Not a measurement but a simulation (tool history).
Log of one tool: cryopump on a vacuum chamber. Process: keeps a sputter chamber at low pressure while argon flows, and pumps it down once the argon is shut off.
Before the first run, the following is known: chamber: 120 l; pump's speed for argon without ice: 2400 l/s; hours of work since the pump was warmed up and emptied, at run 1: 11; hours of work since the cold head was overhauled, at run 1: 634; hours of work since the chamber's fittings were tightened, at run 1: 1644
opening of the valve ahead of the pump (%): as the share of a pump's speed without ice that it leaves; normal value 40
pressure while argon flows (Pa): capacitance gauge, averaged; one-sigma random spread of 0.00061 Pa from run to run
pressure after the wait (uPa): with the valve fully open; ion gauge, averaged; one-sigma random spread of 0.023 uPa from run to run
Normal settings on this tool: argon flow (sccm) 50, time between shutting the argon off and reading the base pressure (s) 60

| run | hour | argon flow (sccm) | time between shutting the argon off and reading the base pressure (s) | opening of the valve ahead of the pump (%) | hours of work since the pump was warmed up and emptied | hours of work since the cold head was overhauled | hours of work since the chamber's fittings were tightened | pressure while argon flows (Pa) | pressure after the wait (uPa) |
|---|---|---|---|---|---|---|---|---|---|
| 1 | 0.0 | 50 | 60 | 40 | 11 | 634 | 1644 | 0.0894 | 2.24 |
| 2 | 28.9 | 22 | 60 | 40 | 27 | 650 | 1661 | 0.0385 | 2.30 |
| 3 | 53.7 | 22 | 60 | 40 | 41 | 665 | 1675 | 0.0397 | 2.29 |
| 4 | 76.1 | 22 | 60 | 40 | 54 | 677 | 1687 | 0.0393 | 2.30 |
| 5 | 97.5 | 22 | 60 | 40 | 66 | 689 | 1700 | 0.0385 | 2.35 |
| 6 | 130.2 | 22 | 60 | 40 | 85 | 708 | 1718 | 0.0395 | 2.36 |
| 7 | 156.6 | 22 | 60 | 40 | 99 | 723 | 1733 | 0.0391 | 2.37 |
| 8 | 172.4 | 22 | 60 | 33 | 108 | 732 | 1742 | 0.0473 | 2.36 |
| 9 | 191.3 | 86 | 60 | 33 | 119 | 743 | 1753 | 0.1867 | 2.49 |
| 10 | 212.8 | 86 | 60 | 33 | 131 | 755 | 1765 | 0.1864 | 2.42 |
| 11 | 236.6 | 50 | 60 | 24 | 145 | 768 | 1779 | 0.1483 | 2.55 |
| 12 | 255.8 | 50 | 60 | 24 | 156 | 779 | 1789 | 0.1479 | 2.44 |
| 13 | 275.9 | 50 | 60 | 24 | 167 | 791 | 1801 | 0.1461 | 2.44 |
| 14 | 298.7 | 50 | 60 | 24 | 180 | 804 | 1814 | 0.1503 | 2.50 |
|  | 315.2 | leaking fittings of the chamber tightened, without venting |
| 15 | 320.1 | 50 | 60 | 24 | 191 | 815 | 3 | 0.1491 | 0.75 |
| 16 | 354.3 | 57 | 60 | 40 | 211 | 834 | 22 | 0.1024 | 0.78 |
| 17 | 372.1 | 50 | 60 | 40 | 221 | 844 | 32 | 0.0910 | 0.74 |
| 18 | 409.1 | 50 | 158 | 28 | 242 | 865 | 53 | 0.1288 | 0.40 |
| 19 | 445.8 | 44 | 40 | 23 | 263 | 886 | 74 | 0.1365 | 1.13 |
| 20 | 462.6 | 50 | 60 | 37 | 272 | 896 | 84 | 0.0982 | 0.85 |
| 21 | 490.3 | 50 | 60 | 37 | 288 | 911 | 99 | 0.0979 | 0.85 |
| 22 | 514.2 | 50 | 60 | 37 | 301 | 925 | 113 | 0.0985 | 0.85 |
| 23 | 540.6 | 50 | 60 | 37 | 316 | 940 | 128 | 0.0995 | 0.90 |
| 24 | 568.3 | 91 | 23 | 40 | 332 | 956 | 144 | 0.1659 | 1.87 |
| 25 | 593.8 | 21 | 23 | 40 | 347 | 970 | 158 | 0.0390 | 1.85 |
| 26 | 631.0 | 50 | 39 | 35 | 368 | 991 | 179 | 0.1040 | 1.26 |
| 27 | 659.1 | 50 | 39 | 18 | 384 | 1007 | 195 | 0.2015 | 1.32 |
| 28 | 688.0 | 56 | 156 | 48 | 400 | 1024 | 212 | 0.0861 | 0.59 |
| 29 | 709.9 | 56 | 156 | 48 | 413 | 1036 | 224 | 0.0878 | 0.59 |

Predict the results of run 30:
| 30 | 730.4 | 56 | 156 | 48 | 424 | 1048 | 236 | ? | ? |

{"run 30": {"pressure while argon flows (Pa)": 0.0874, "pressure after the wait (uPa)": 0.66}}
With no hidden state in the tool, this same run would have given pressure while argon flows (Pa) 0.0825, pressure after the wait (uPa) 0.38.
